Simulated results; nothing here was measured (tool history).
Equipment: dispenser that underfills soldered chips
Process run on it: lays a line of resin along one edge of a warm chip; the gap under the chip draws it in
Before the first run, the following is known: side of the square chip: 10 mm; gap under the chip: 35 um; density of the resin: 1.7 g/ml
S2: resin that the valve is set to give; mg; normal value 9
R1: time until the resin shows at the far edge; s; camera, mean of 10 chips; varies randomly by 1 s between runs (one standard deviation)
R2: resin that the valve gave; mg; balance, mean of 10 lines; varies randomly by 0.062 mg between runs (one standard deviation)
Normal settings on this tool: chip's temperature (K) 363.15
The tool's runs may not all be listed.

{"run": 1, "hour": 0.0, "chip's temperature (K)": 363.15, "S2": 9, "R1": 134.2, "R2": 8.93}
{"hour": 1.7, "done": "new syringe of resin"}
{"run": 2, "hour": 7.2, "chip's temperature (K)": 363.15, "S2": 9, "R1": 117.9, "R2": 8.83}
{"hour": 11.3, "done": "new syringe of resin"}
{"run": 3, "hour": 17.2, "chip's temperature (K)": 363.15, "S2": 9, "R1": 112.9, "R2": 8.83}
{"hour": 21.3, "done": "new syringe of resin"}
{"run": 4, "hour": 23.5, "chip's temperature (K)": 370.15, "S2": 9, "R1": 69, "R2": 8.81}
{"hour": 30.9, "done": "new syringe of resin"}
{"run": 5, "hour": 36.7, "chip's temperature (K)": 348.15, "S2": 9, "R1": 240.9, "R2": 8.77}
{"hour": 40.7, "done": "new syringe of resin"}
{"run": 6, "hour": 42.4, "chip's temperature (K)": 351.15, "S2": 9, "R1": 167.9, "R2": 8.77}
{"hour": 50.4, "done": "new syringe of resin"}
{"run": 7, "hour": 55.8, "chip's temperature (K)": 351.15, "S2": 9, "R1": 201.8, "R2": 8.73}
{"hour": 60.4, "done": "new syringe of resin"}
{"run": 8, "hour": 67.6, "chip's temperature (K)": 351.15, "S2": 9, "R1": 215.8, "R2": 8.6}
{"hour": 70.7, "done": "new syringe of resin"}
{"run": 9, "hour": 75.4, "chip's temperature (K)": 351.15, "S2": 9, "R1": 187, "R2": 8.63}
{"hour": 80.7, "done": "new syringe of resin"}
{"run": 10, "hour": 87.6, "chip's temperature (K)": 376.15, "S2": 9, "R1": 67.6, "R2": 8.63}
{"hour": 90.5, "done": "new syringe of resin"}
{"run": 11, "hour": 96.1, "chip's temperature (K)": 376.15, "S2": 9, "R1": 62.8, "R2": 8.51}
{"hour": 99.8, "done": "dispensing valve cleaned and set on the balance"}
{"hour": 101.1, "done": "new syringe of resin"}
{"hour": 111.0, "done": "new syringe of resin"}
{"run": 12, "hour": 111.0, "chip's temperature (K)": 363.15, "S2": 11.31, "R1": 85.6, "R2": 11.24}
{"run": 13, "hour": 119.3, "chip's temperature (K)": 363.15, "S2": 11.31, "R1": 126.2, "R2": 11.15}
{"hour": 120.7, "done": "new syringe of resin"}
{"run": 14, "hour": 127.5, "chip's temperature (K)": 376.15, "S2": 11.31, "R1": 66.8, "R2": 11.21}
{"hour": 130.6, "done": "new syringe of resin"}
{"run": 15, "hour": 133.6, "chip's temperature (K)": 363.15, "S2": 9, "R1": 95.9, "R2": 8.87}
{"hour": 140.6, "done": "new syringe of resin"}
{"run": 16, "hour": 142.6, "chip's temperature (K)": 363.15, "S2": 9, "R1": 92.4, "R2": 8.86}
{"hour": 151.1, "done": "new syringe of resin"}
{"run": 17, "hour": 153.1, "chip's temperature (K)": 363.15, "S2": 9, "R1": 91.2, "R2": 8.77}
{"hour": 161.4, "done": "new syringe of resin"}
{"run": 18, "hour": 165.6, "chip's temperature (K)": 349.15, "S2": 7.87, "R1": 206.8, "R2": 7.65}
{"hour": 171.5, "done": "new syringe of resin"}
{"run": 19, "hour": 175.1, "chip's temperature (K)": 358.15, "S2": 10.46, "R1": 124.6, "R2": 10.08}
{"hour": 181.1, "done": "new syringe of resin"}
{"run": 20, "hour": 184.6, "chip's temperature (K)": 353.15, "S2": 11.42, "R1": 154.4, "R2": 11.11}
{"hour": 191.2, "done": "new syringe of resin"}
{"run": 21, "hour": 196.9, "chip's temperature (K)": 353.15, "S2": 11.42, "R1": 175.1, "R2": 10.96}
{"hour": 200.9, "done": "new syringe of resin"}
{"run": 22, "hour": 209.7, "chip's temperature (K)": 350.15, "S2": 9.23, "R1": 242.2, "R2": 8.75}
{"hour": 210.6, "done": "new syringe of resin"}
{"run": 23, "hour": 218.7, "chip's temperature (K)": 362.15, "S2": 9.52, "R1": 129, "R2": 9.11}
{"hour": 220.1, "done": "new syringe of resin"}
{"hour": 221.1, "done": "dispensing valve cleaned and set on the balance"}
{"run": 24, "hour": 227.0, "chip's temperature (K)": 354.15, "S2": 10.94, "R1": 165.5, "R2": 10.85}
{"hour": 230.7, "done": "new syringe of resin"}
{"run": 25, "hour": 238.9, "chip's temperature (K)": 372.15, "S2": 10.23, "R1": 83.3, "R2": 10.24}
{"hour": 240.3, "done": "new syringe of resin"}
{"run": 26, "hour": 247.1, "chip's temperature (K)": 372.15, "S2": 10.23, "R1": 77, "R2": 10.25}
{"hour": 250.6, "done": "new syringe of resin"}
{"run": 27, "hour": 255.1, "chip's temperature (K)": 362.15, "S2": 8.29, "R1": 108.9, "R2": 8.23}
{"hour": 260.8, "done": "new syringe of resin"}
{"run": 28, "hour": 267.5, "chip's temperature (K)": 359.15, "S2": 8.29, "R1": 138.4, "R2": 8.1}
{"hour": 271.0, "done": "new syringe of resin"}
{"run": 29, "hour": 273.3, "chip's temperature (K)": 359.15, "S2": 8.29, "R1": 112.2, "R2": 8.03}
{"hour": 280.7, "done": "new syringe of resin"}
{"run": 30, "hour": 284.1, "chip's temperature (K)": 358.15, "S2": 10.17, "R1": 120.4, "R2": 9.95}
{"hour": 290.6, "done": "new syringe of resin"}
{"run": 31, "hour": 293.7, "chip's temperature (K)": 350.15, "S2": 10.17, "R1": 173.6, "R2": 9.8}
{"hour": 300.4, "done": "new syringe of resin"}
{"run": 32, "hour": 305.2, "chip's temperature (K)": 361.15, "S2": 8.31, "R1": 117.2, "R2": 8.06}
{"hour": 309.9, "done": "new syringe of resin"}
{"run": 33, "hour": 312.1, "chip's temperature (K)": 355.15, "S2": 7.63, "R1": 138.2, "R2": 7.43}

Same runs, no hidden state in the tool, same run-to-run variation:
Hidden conditions of the tool in this case: resin's viscosity, % of fresh resin's; dose that the valve gives, % of what is set; true chip temperature over the reading, C; drift of the gauge itself on fill_s, %; drift of the gauge itself on given_mg, %.
run=1 R1=97.8 R2=8.99
run=2 R1=98.5 R2=8.92
run=3 R1=94.9 R2=8.96
run=4 R1=69 R2=8.97
run=5 R1=202.8 R2=8.98
run=6 R1=174.1 R2=9
run=7 R1=174.5 R2=9.02
run=8 R1=172.8 R2=8.95
run=9 R1=172.4 R2=9
run=10 R1=52.8 R2=9.06
run=11 R1=53.2 R2=8.96
run=12 R1=96.8 R2=11.28
run=13 R1=94 R2=11.24
run=14 R1=54.2 R2=11.34
run=15 R1=96.8 R2=9
run=16 R1=98.2 R2=9.02
run=17 R1=97.1 R2=8.97
run=18 R1=198.3 R2=7.88
run=19 R1=121.7 R2=10.43
run=20 R1=153.8 R2=11.55
run=21 R1=153 R2=11.47
run=22 R1=182.2 R2=9.21
run=23 R1=100.1 R2=9.63
run=24 R1=147.8 R2=10.86
run=25 R1=62.7 R2=10.3
run=26 R1=63.9 R2=10.35
run=27 R1=102.2 R2=8.35
run=28 R1=119 R2=8.26
run=29 R1=118.2 R2=8.21
run=30 R1=119.6 R2=10.22
run=31 R1=177 R2=10.1
run=32 R1=109.8 R2=8.35
run=33 R1=147.7 R2=7.72

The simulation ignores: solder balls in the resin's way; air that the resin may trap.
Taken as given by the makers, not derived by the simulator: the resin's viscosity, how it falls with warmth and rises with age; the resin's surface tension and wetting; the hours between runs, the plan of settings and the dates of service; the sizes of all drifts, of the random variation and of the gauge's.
